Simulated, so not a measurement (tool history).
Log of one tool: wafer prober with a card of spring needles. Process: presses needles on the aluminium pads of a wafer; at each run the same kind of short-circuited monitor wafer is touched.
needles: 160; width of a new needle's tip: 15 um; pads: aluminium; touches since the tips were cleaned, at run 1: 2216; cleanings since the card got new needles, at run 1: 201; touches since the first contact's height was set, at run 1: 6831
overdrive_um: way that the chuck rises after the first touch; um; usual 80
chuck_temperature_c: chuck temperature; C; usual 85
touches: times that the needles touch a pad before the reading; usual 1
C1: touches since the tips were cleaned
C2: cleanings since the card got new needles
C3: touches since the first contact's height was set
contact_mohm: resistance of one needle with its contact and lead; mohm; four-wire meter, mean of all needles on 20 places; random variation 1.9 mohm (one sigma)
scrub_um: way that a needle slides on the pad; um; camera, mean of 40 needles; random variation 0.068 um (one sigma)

run 1 hour=0.0 | overdrive_um=80 chuck_temperature_c=85 touches=1 | C1=2216 C2=201 C3=6831 | contact_mohm=206 scrub_um=17.87
-- hour=8.5 tips cleaned on abrasive film
-- hour=20.5 card fitted with new needles
-- hour=34.6 tips cleaned on abrasive film
-- hour=45.9 tips cleaned on abrasive film
-- hour=59.9 tips cleaned on abrasive film
run 2 hour=66.9 | overdrive_um=80 chuck_temperature_c=85 touches=1 | C1=3837 C2=3 C3=25369 | contact_mohm=208 scrub_um=17.82
-- hour=72.6 tips cleaned on abrasive film
-- hour=86.7 tips cleaned on abrasive film
-- hour=100.8 tips cleaned on abrasive film
-- hour=114.9 tips cleaned on abrasive film
-- hour=129.0 tips cleaned on abrasive film
-- hour=140.2 tips cleaned on abrasive film
-- hour=153.5 tips cleaned on abrasive film
run 3 hour=153.5 | overdrive_um=80 chuck_temperature_c=85 touches=2 | C1=0 C2=10 C3=72606 | contact_mohm=201 scrub_um=17.79
-- hour=164.8 tips cleaned on abrasive film
-- hour=178.9 tips cleaned on abrasive film
-- hour=190.2 tips cleaned on abrasive film
-- hour=204.3 tips cleaned on abrasive film
-- hour=218.4 tips cleaned on abrasive film
-- hour=229.6 tips cleaned on abrasive film
run 4 hour=236.2 | overdrive_um=80 chuck_temperature_c=85 touches=2 | C1=3612 C2=16 C3=117745 | contact_mohm=203 scrub_um=17.51
-- hour=241.9 tips cleaned on abrasive film
-- hour=256.0 tips cleaned on abrasive film
-- hour=270.1 tips cleaned on abrasive film
-- hour=284.2 tips cleaned on abrasive film
-- hour=298.3 tips cleaned on abrasive film
-- hour=298.6 height of the first contact set anew
-- hour=312.6 tips cleaned on abrasive film
run 5 hour=319.5 | overdrive_um=80 chuck_temperature_c=85 touches=2 | C1=3748 C2=22 C3=11438 | contact_mohm=203 scrub_um=17.89
-- hour=325.2 tips cleaned on abrasive film
-- hour=336.4 tips cleaned on abrasive film
-- hour=350.5 tips cleaned on abrasive film
-- hour=364.6 tips cleaned on abrasive film
run 6 hour=364.8 | overdrive_um=80 chuck_temperature_c=85 touches=2 | C1=81 C2=26 C3=36127 | contact_mohm=200 scrub_um=17.81
-- hour=376.1 tips cleaned on abrasive film
-- hour=390.1 tips cleaned on abrasive film
-- hour=404.2 tips cleaned on abrasive film
-- hour=415.5 tips cleaned on abrasive film
-- hour=429.6 tips cleaned on abrasive film
-- hour=443.6 tips cleaned on abrasive film
run 7 hour=443.6 | overdrive_um=80 chuck_temperature_c=85 touches=2 | C1=0 C2=32 C3=79148 | contact_mohm=201 scrub_um=17.58
-- hour=457.7 tips cleaned on abrasive film
-- hour=471.8 tips cleaned on abrasive film
-- hour=485.8 tips cleaned on abrasive film
-- hour=499.9 tips cleaned on abrasive film
-- hour=511.4 tips cleaned on abrasive film
run 8 hour=511.4 | overdrive_um=80 chuck_temperature_c=85 touches=2 | C1=0 C2=37 C3=116174 | contact_mohm=197 scrub_um=17.62
-- hour=525.5 tips cleaned on abrasive film
-- hour=539.6 tips cleaned on abrasive film
-- hour=553.7 tips cleaned on abrasive film
run 9 hour=559.1 | overdrive_um=80 chuck_temperature_c=85 touches=2 | C1=2985 C2=40 C3=142228 | contact_mohm=202 scrub_um=17.54
-- hour=567.6 tips cleaned on abrasive film
-- hour=576.3 height of the first contact set anew
-- hour=582.0 tips cleaned on abrasive film
-- hour=596.1 tips cleaned on abrasive film
-- hour=610.2 tips cleaned on abrasive film
run 10 hour=615.7 | overdrive_um=80 chuck_temperature_c=85 touches=1 | C1=3048 C2=44 C3=21505 | contact_mohm=206 scrub_um=17.90
-- hour=624.2 tips cleaned on abrasive film
-- hour=638.3 tips cleaned on abrasive film
-- hour=652.4 tips cleaned on abrasive film
-- hour=666.4 tips cleaned on abrasive film
run 11 hour=666.4 | overdrive_um=80 chuck_temperature_c=85 touches=1 | C1=0 C2=48 C3=49189 | contact_mohm=200 scrub_um=17.79
-- hour=680.5 tips cleaned on abrasive film
-- hour=694.6 tips cleaned on abrasive film
-- hour=708.7 tips cleaned on abrasive film
-- hour=722.8 tips cleaned on abrasive film
-- hour=736.9 tips cleaned on abrasive film
run 12 hour=737.1 | overdrive_um=80 chuck_temperature_c=85 touches=1 | C1=139 C2=53 C3=87778 | contact_mohm=198 scrub_um=17.62
-- hour=748.4 tips cleaned on abrasive film
-- hour=762.5 tips cleaned on abrasive film
-- hour=776.6 tips cleaned on abrasive film
-- hour=790.7 tips cleaned on abrasive film
-- hour=804.7 tips cleaned on abrasive film
run 13 hour=807.9 | overdrive_um=80 chuck_temperature_c=85 touches=1 | C1=1733 C2=58 C3=126419 | contact_mohm=204 scrub_um=17.57
-- hour=816.4 tips cleaned on abrasive film
-- hour=830.5 tips cleaned on abrasive film
-- hour=844.5 tips cleaned on abrasive film
-- hour=853.2 height of the first contact set anew
-- hour=857.0 tips cleaned on abrasive film
run 14 hour=857.0 | overdrive_um=80 chuck_temperature_c=54 touches=1 | C1=0 C2=62 C3=2028 | contact_mohm=190 scrub_um=17.97
-- hour=871.1 tips cleaned on abrasive film
-- hour=885.2 tips cleaned on abrasive film
-- hour=899.3 tips cleaned on abrasive film
-- hour=913.4 tips cleaned on abrasive film
run 15 hour=918.9 | overdrive_um=80 chuck_temperature_c=54 touches=1 | C1=3026 C2=66 C3=35811 | contact_mohm=200 scrub_um=17.75
-- hour=927.4 tips cleaned on abrasive film
-- hour=941.4 tips cleaned on abrasive film
-- hour=955.5 tips cleaned on abrasive film
-- hour=969.6 tips cleaned on abrasive film
run 16 hour=978.4 | overdrive_um=80 chuck_temperature_c=33 touches=1 | C1=4817 C2=70 C3=68311 | contact_mohm=199 scrub_um=17.70
-- hour=981.3 tips cleaned on abrasive film
-- hour=995.3 tips cleaned on abrasive film
-- hour=1009.4 tips cleaned on abrasive film
-- hour=1023.5 tips cleaned on abrasive film
-- hour=1037.6 tips cleaned on abrasive film
-- hour=1051.7 tips cleaned on abrasive film
-- hour=1063.7 tips cleaned on abrasive film
run 17 hour=1063.7 | overdrive_um=80 chuck_temperature_c=33 touches=1 | C1=0 C2=77 C3=114845 | contact_mohm=188 scrub_um=17.56
-- hour=1077.8 tips cleaned on abrasive film
-- hour=1091.9 tips cleaned on abrasive film
-- hour=1105.9 tips cleaned on abrasive film
-- hour=1120.0 tips cleaned on abrasive film
-- hour=1131.5 height of the first contact set anew
-- hour=1134.4 tips cleaned on abrasive film
-- hour=1148.5 tips cleaned on abrasive film
run 18 hour=1149.0 | overdrive_um=80 chuck_temperature_c=33 touches=1 | C1=291 C2=83 C3=9520 | contact_mohm=189 scrub_um=17.79
-- hour=1160.3 tips cleaned on abrasive film
-- hour=1171.6 tips cleaned on abrasive film
-- hour=1185.7 tips cleaned on abrasive film
-- hour=1199.8 tips cleaned on abrasive film
-- hour=1211.1 tips cleaned on abrasive film
-- hour=1225.2 tips cleaned on abrasive film
run 19 hour=1233.9 | overdrive_um=65 chuck_temperature_c=33 touches=2 | C1=4791 C2=89 C3=55839 | contact_mohm=199 scrub_um=14.38
-- hour=1236.8 tips cleaned on abrasive film
-- hour=1250.8 tips cleaned on abrasive film
-- hour=1264.9 tips cleaned on abrasive film
run 20 hour=1272.2 | overdrive_um=84 chuck_temperature_c=100 touches=2 | C1=3994 C2=92 C3=76752 | contact_mohm=205 scrub_um=18.54
-- hour=1277.9 tips cleaned on abrasive film
-- hour=1292.0 tips cleaned on abrasive film
-- hour=1303.3 tips cleaned on abrasive film
run 21 hour=1309.3 | overdrive_um=84 chuck_temperature_c=100 touches=2 | C1=3303 C2=95 C3=96973 | contact_mohm=208 scrub_um=18.55

Forecast each of these 4 alternatives for the next run:
-- hour=1315.0 tips cleaned on abrasive film
-- hour=1329.0 tips cleaned on abrasive film
-- hour=1343.1 tips cleaned on abrasive film
run A hour=1346.0 | overdrive_um=80 chuck_temperature_c=59 touches=2 | C1=1571 C2=98 C3=116998 | contact_mohm=? scrub_um=?
-- hour=1315.0 tips cleaned on abrasive film
-- hour=1329.0 tips cleaned on abrasive film
-- hour=1343.1 tips cleaned on abrasive film
run B hour=1346.0 | overdrive_um=62 chuck_temperature_c=100 touches=2 | C1=1571 C2=98 C3=116998 | contact_mohm=? scrub_um=?
-- hour=1315.0 tips cleaned on abrasive film
-- hour=1329.0 tips cleaned on abrasive film
-- hour=1343.1 tips cleaned on abrasive film
run C hour=1346.0 | overdrive_um=99 chuck_temperature_c=122 touches=1 | C1=1571 C2=98 C3=116998 | contact_mohm=? scrub_um=?
-- hour=1315.0 tips cleaned on abrasive film
-- hour=1329.0 tips cleaned on abrasive film
-- hour=1343.1 tips cleaned on abrasive film
run D hour=1346.0 | overdrive_um=66 chuck_temperature_c=43 touches=2 | C1=1571 C2=98 C3=116998 | contact_mohm=? scrub_um=?

run=A contact_mohm=200 scrub_um=17.51
run=B contact_mohm=208 scrub_um=13.50
run=C contact_mohm=211 scrub_um=21.80
run=D contact_mohm=197 scrub_um=14.54
Without the tool's hidden state the same runs would have given:
run=A contact_mohm=194 scrub_um=17.88
run=B contact_mohm=200 scrub_um=13.87
run=C contact_mohm=205 scrub_um=22.16
run=D contact_mohm=189 scrub_um=14.91
